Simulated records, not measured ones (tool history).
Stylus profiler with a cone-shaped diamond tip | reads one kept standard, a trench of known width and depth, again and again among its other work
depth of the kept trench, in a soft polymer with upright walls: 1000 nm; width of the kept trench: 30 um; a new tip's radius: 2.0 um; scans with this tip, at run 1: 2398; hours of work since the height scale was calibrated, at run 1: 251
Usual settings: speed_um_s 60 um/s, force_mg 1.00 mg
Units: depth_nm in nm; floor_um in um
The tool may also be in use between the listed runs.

| run | hour | speed_um_s | force_mg | scans with this tip | hours of work since the height scale was calibrated | depth_nm | floor_um |
|---|---|---|---|---|---|---|---|
| 1 | 0.0 | 60 | 1.00 | 2398 | 251 | 1005.62 | 25.61 |
| 2 | 15.6 | 60 | 1.00 | 2475 | 259 | 1005.13 | 25.58 |
| 3 | 26.2 | 21 | 1.00 | 2527 | 264 | 1004.98 | 26.03 |
| 4 | 37.3 | 21 | 1.00 | 2582 | 270 | 1005.49 | 25.95 |
| 5 | 47.6 | 45 | 1.00 | 2633 | 276 | 1005.03 | 25.69 |
| 6 | 61.6 | 45 | 1.00 | 2702 | 283 | 1005.24 | 25.69 |
| 7 | 70.7 | 45 | 1.00 | 2747 | 287 | 1005.39 | 25.73 |
| 8 | 78.7 | 233 | 1.00 | 2786 | 292 | 1005.41 | 23.95 |
| 9 | 86.6 | 233 | 1.00 | 2825 | 296 | 1004.92 | 23.96 |
| 10 | 97.6 | 53 | 1.00 | 2879 | 301 | 1005.36 | 25.58 |
| 11 | 105.4 | 60 | 1.00 | 2918 | 305 | 1005.12 | 25.54 |
| 12 | 123.0 | 60 | 0.81 | 3004 | 314 | 1004.47 | 25.43 |
| 13 | 133.0 | 60 | 0.81 | 3054 | 320 | 1004.65 | 25.46 |
| 14 | 140.4 | 83 | 0.81 | 3090 | 323 | 1004.48 | 25.21 |
| 15 | 157.1 | 83 | 0.81 | 3173 | 332 | 1004.34 | 25.21 |
| 16 | 171.4 | 83 | 0.81 | 3243 | 339 | 1004.86 | 25.21 |
| 17 | 187.6 | 83 | 0.81 | 3323 | 348 | 1004.41 | 25.24 |
| 18 | 195.1 | 83 | 0.81 | 3360 | 352 | 1004.33 | 25.23 |
| 19 | 211.2 | 83 | 0.81 | 3439 | 360 | 1004.03 | 25.21 |
| 20 | 224.0 | 95 | 1.00 | 3502 | 367 | 1005.21 | 25.14 |
| 21 | 241.2 | 60 | 1.00 | 3587 | 375 | 1005.47 | 25.49 |
| 22 | 254.1 | 60 | 1.00 | 3651 | 382 | 1005.22 | 25.43 |
| 23 | 270.6 | 60 | 1.00 | 3733 | 391 | 1005.00 | 25.45 |
| 24 | 283.7 | 20 | 1.05 | 3797 | 397 | 1005.24 | 25.81 |
| 25 | 298.4 | 50 | 2.66 | 3869 | 405 | 1011.01 | 25.67 |
| 26 | 306.3 | 50 | 2.66 | 3908 | 409 | 1010.64 | 25.66 |
| 27 | 315.4 | 38 | 0.74 | 3953 | 414 | 1003.90 | 25.56 |
| 28 | 330.9 | 26 | 1.16 | 4030 | 422 | 1005.70 | 25.72 |
| 29 | 346.6 | 58 | 0.41 | 4107 | 430 | 1002.13 | 25.05 |
| 30 | 355.4 | 114 | 2.09 | 4151 | 434 | 1009.32 | 25.20 |
| 31 | 365.9 | 60 | 1.93 | 4202 | 440 | 1008.48 | 25.51 |
| 32 | 376.4 | 60 | 0.42 | 4254 | 445 | 1002.10 | 25.09 |
| 33 | 384.8 | 106 | 2.98 | 4296 | 450 | 1011.65 | 25.38 |
| 34 | 397.3 | 106 | 2.98 | 4357 | 456 | 1012.45 | 25.29 |
| 35 | 413.1 | 152 | 1.33 | 4435 | 464 | 1006.17 | 24.65 |
| 36 | 425.5 | 152 | 1.33 | 4496 | 471 | 1006.60 | 24.63 |
| 37 | 443.1 | 78 | 1.23 | 4583 | 480 | 1005.77 | 25.19 |
| 38 | 460.6 | 46 | 0.98 | 4669 | 489 | 1005.49 | 25.40 |
| 39 | 475.9 | 81 | 0.70 | 4745 | 497 | 1003.33 | 24.95 |
| 40 | 494.1 | 172 | 1.00 | 4834 | 506 | 1004.33 | 24.25 |
| 41 | 510.5 | 160 | 2.23 | 4915 | 514 | 1009.10 | 24.86 |
| 42 | 520.7 | 130 | 0.91 | 4966 | 520 | 1004.79 | 24.55 |
| 43 | 536.6 | 135 | 0.60 | 5044 | 528 | 1002.94 | 24.21 |

Forecast run 44:
| 44 | 553.9 | 24 | 2.99 | 5129 | 537 | ? | ? |

depth_nm: 1011.85 nm
floor_um: 25.65 um
Without the tool's hidden state the same run would have given depth_nm 1013.43 nm, floor_um 26.39 um.

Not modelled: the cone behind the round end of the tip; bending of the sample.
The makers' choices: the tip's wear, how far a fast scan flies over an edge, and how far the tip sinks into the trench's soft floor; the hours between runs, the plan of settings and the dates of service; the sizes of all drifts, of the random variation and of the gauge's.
